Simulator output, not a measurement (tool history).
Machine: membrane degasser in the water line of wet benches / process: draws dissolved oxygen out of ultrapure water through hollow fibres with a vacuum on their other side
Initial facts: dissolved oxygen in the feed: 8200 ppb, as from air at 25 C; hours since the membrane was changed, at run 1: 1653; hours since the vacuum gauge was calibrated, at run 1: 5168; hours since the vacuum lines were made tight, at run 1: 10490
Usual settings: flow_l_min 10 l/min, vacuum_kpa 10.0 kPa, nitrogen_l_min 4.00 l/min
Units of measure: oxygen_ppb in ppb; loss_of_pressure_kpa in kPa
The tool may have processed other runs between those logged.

run,hour,flow_l_min,vacuum_kpa,nitrogen_l_min,hours since the membrane was changed,hours since the vacuum gauge was calibrated,hours since the vacuum lines were made tight,oxygen_ppb,loss_of_pressure_kpa
1,0.0,10,10.0,4.00,1653,5168,10490,194.0,55.14
2,44.0,10,10.0,4.00,1697,5212,10534,193.4,55.49
3,137.2,10,10.0,4.00,1790,5306,10628,194.3,55.50
4,219.9,10,10.0,5.15,1873,5388,10710,185.3,55.68
5,265.8,10,10.0,4.00,1919,5434,10756,192.4,55.97
6,342.2,10,10.0,4.00,1995,5511,10832,196.2,55.17
7,399.5,10,10.0,4.90,2052,5568,10890,189.1,55.47
8,451.2,10,10.0,4.00,2104,5620,10941,194.5,55.72
9,531.3,10,10.0,4.00,2184,5700,11022,194.5,55.13
10,595.2,10,10.0,4.00,2248,5764,11085,198.2,55.77
11,677.7,10,10.0,4.00,2330,5846,11168,196.5,55.42
# hour 714.0: vacuum gauge calibrated
12,719.5,10,10.0,4.00,2372,5,11209,195.7,55.61
13,761.8,10,10.6,10.87,2414,48,11252,167.9,55.41
14,800.2,11,13.1,4.00,2453,86,11290,266.8,61.60
15,850.9,10,16.7,4.00,2503,137,11341,237.2,55.75
16,918.8,10,16.7,4.00,2571,205,11409,236.3,55.59
17,974.4,15,15.4,5.51,2627,260,11464,510.9,83.43
18,1042.7,10,10.5,10.28,2695,329,11532,171.4,55.59
19,1108.0,10,10.5,10.28,2760,394,11598,174.2,55.66
20,1161.7,10,10.5,10.28,2814,448,11651,171.2,55.43
21,1208.5,15,8.1,7.23,2861,495,11698,454.1,83.24
22,1289.4,7,15.1,2.55,2942,575,11779,133.2,38.76
23,1342.6,9,15.1,10.89,2995,629,11832,140.8,50.29
24,1431.0,10,10.0,6.65,3083,717,11921,180.8,55.91

Selected run-to-run steps in oxygen_ppb, each split into two signed amounts: the part the tool would show with no hidden state at all (from settings, incoming material and random variation), and the remainder, which goes to the hidden state together with any gauge scatter not common to the measured and the hidden-state-free results:
The tool's hidden condition here consists of: membrane still open, %; true pressure behind the membrane over the reading, kPa; air that leaks in behind the membrane, l/min; drift of the gauge itself on oxygen_ppb, %; drift of the gauge itself on loss_of_pressure_kpa, %.
Run 17 -> 18: flow_l_min 15 -> 10, vacuum_kpa 15.4 -> 10.5, nitrogen_l_min 5.51 -> 10.28. oxygen_ppb -339.5 ppb: hidden state -11.5, all else -328.0.
Run 21 -> 22: flow_l_min 15 -> 7, vacuum_kpa 8.1 -> 15.1, nitrogen_l_min 7.23 -> 2.55. oxygen_ppb -320.9 ppb: hidden state -11.4, all else -309.5.
